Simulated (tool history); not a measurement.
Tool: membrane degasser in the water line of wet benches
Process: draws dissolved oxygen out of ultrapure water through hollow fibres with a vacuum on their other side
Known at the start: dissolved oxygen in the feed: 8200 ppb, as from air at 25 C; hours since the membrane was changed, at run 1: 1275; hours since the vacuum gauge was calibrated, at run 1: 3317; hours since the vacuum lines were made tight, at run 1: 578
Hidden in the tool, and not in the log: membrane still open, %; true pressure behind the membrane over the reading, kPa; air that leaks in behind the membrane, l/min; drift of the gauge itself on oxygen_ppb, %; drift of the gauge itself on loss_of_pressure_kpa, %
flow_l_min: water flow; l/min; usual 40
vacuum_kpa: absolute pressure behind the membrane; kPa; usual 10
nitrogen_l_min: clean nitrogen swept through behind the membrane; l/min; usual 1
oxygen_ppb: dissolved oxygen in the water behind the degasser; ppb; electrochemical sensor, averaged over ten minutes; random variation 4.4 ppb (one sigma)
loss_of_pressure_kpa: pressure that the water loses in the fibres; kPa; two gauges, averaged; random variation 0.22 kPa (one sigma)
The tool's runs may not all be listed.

run     day  flow_l_min  vacuum_kpa  nitrogen_l_min  hours since the membrane was changed  hours since the vacuum gauge was calibrated  hours since the vacuum lines were made tight  oxygen_ppb  loss_of_pressure_kpa
  1       0          40          10               1                                  1275                                         3317                                           578       666.7                 52.95
  2   1.429          40          10               1                                  1310                                         3351                                           613       676.3                 53.63
  3   3.438          40          10               1                                  1358                                         3400                                           661       668.2                 53.25
  4   6.075          51          10               1                                  1421                                         3463                                           724       845.5                 67.88
  5   7.758          51          10               1                                  1461                                         3503                                           764       848.3                 67.91
  6   9.092          40        10.4               1                                  1494                                         3535                                           796       702.6                 53.15
  7  11.471          40        10.4               1                                  1551                                         3592                                           854       702.8                 53.01
  8  13.462          40        10.4               1                                  1598                                         3640                                           901       711.2                 53.22
  9  14.738          40          10               1                                  1629                                         3671                                           932       665.7                  53.3
 10    16.7          53          10               1                                  1676                                         3718                                           979       874.8                 70.58
 11  18.062          40          10               1                                  1709                                         3751                                          1012       673.5                 52.94
 12  19.429          40          10               1                                  1742                                         3783                                          1045       672.9                 53.73
 13  21.362          40        14.1               1                                  1788                                         3830                                          1091       947.2                 53.27
 14  24.188          40        14.1               1                                  1856                                         3898                                          1159       945.1                 52.92
 15  26.662          40         9.8               1                                  1915                                         3957                                          1218       652.8                 52.91
 16  28.712          40         9.8               1                                  1964                                         4006                                          1267       657.3                 53.32
 17  30.196          27        10.1            2.98                                  2000                                         4042                                          1303         220                  36.4
 18  32.212          50        10.1            0.81                                  2048                                         4090                                          1351       927.1                 66.76
 19  34.071          29         8.2            1.06                                  2093                                         4135                                          1396         366                 38.63
 20  36.862          61          10            0.51                                  2160                                         4202                                          1463      1349.1                 81.09
 21    39.1          37         6.2            0.78                                  2214                                         4255                                          1517       405.6                 49.64
 22   42.05          44        16.1            0.78                                  2285                                         4326                                          1588      1344.9                 58.31
 23  44.921          44        16.1            0.78                                  2353                                         4395                                          1656      1369.5                 58.67
 24  46.454          34        20.3               1                                  2390                                         4432                                          1693      1170.5                 45.53
 25  49.583          32        15.4               1                                  2465                                         4507                                          1768       838.9                 43.09
 26  51.654          27          10               1                                  2515                                         4557                                          1818       450.2                 36.12
 27  54.262          28        16.2            1.11                                  2578                                         4619                                          1881       727.9                 37.12
 28  56.888          27        22.8            2.88                                  2641                                         4682                                          1944       482.5                 35.85
 29  60.021          33        16.4            0.58                                  2716                                         4758                                          2019      1324.1                 43.94
 30  62.012          33        16.4            0.58                                  2764                                         4805                                          2067      1335.2                 44.46
     62.192  -- vacuum gauge calibrated
 31  63.408          63         6.7            1.12                                  2797                                           29                                          2100       694.8                 83.71

Forecast each of these 5 alternatives for the next run:
  A  64.858          33        24.8            2.06                                  2831                                           64                                          2134           ?                     ?
  B  64.858          63        12.7            1.12                                  2831                                           64                                          2134           ?                     ?
  C  64.858          40          10            0.52                                  2831                                           64                                          2134           ?                     ?
  D  64.858          62          10            2.24                                  2831                                           64                                          2134           ?                     ?
  E  64.858          60         7.9            1.48                                  2831                                           64                                          2134           ?                     ?

run  oxygen_ppb  loss_of_pressure_kpa
  A       830.2                 44.02
  B      1206.7                  83.9
  C       980.6                 53.32
  D       706.1                 83.14
  E         676                 80.43
Without the tool's hidden state the same runs would have given:
run  oxygen_ppb  loss_of_pressure_kpa
  A       829.7                 43.99
  B      1206.1                 83.86
  C       980.2                  53.3
  D       705.5                  83.1
  E       675.4                 80.39
